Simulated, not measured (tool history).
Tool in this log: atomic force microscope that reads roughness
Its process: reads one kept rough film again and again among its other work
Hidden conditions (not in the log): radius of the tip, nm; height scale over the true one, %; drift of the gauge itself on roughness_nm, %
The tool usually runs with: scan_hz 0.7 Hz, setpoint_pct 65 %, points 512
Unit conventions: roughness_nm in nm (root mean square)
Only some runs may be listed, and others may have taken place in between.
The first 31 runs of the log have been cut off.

run	hour	scan_hz	setpoint_pct	points	pictures with this tip	hours of work since the height scale was calibrated	roughness_nm
# hour 1386.8: new tip fitted
32	1406.9	2.711	71	751	44	138	1.577
33	1454.5	0.716	69	407	148	171	1.598
# hour 1481.1: new tip fitted
34	1513.6	0.553	71	380	71	212	1.627
35	1555.7	0.553	71	380	163	242	1.609
# hour 1577.1: new tip fitted
36	1586	0.553	71	380	19	263	1.651
37	1645.2	0.553	71	380	148	304	1.589
# hour 1672.5: new tip fitted
38	1707.1	2.866	71	380	75	348	1.565
39	1758.5	0.65	73	380	187	384	1.589
# hour 1768.7: new tip fitted
40	1810.1	0.65	58	380	91	420	1.636
41	1860	0.65	74	380	200	455	1.574
# hour 1863.3: new tip fitted
42	1912.4	1.083	68	731	107	491	1.619
43	1948.9	1.083	86	862	187	517	1.557
# hour 1958.3: new tip fitted
44	1991.5	0.602	61	512	73	546	1.643
45	2023	1.225	57	506	141	569	1.62

Alternative continuations, all from the tool just after run 45; predict every row:
# hour 2053.2: new tip fitted
A	2066.9	1.372	83	512	30	599	?
# hour 2053.2: new tip fitted
B	2066.9	1.17	84	286	30	599	?
# hour 2053.2: new tip fitted
C	2066.9	1.225	57	723	30	599	?

run	roughness_nm
A	1.602
B	1.587
C	1.675
Take away the tool's hidden state, keep each run's random variation, and the runs would have read:
run	roughness_nm
A	1.595
B	1.58
C	1.667
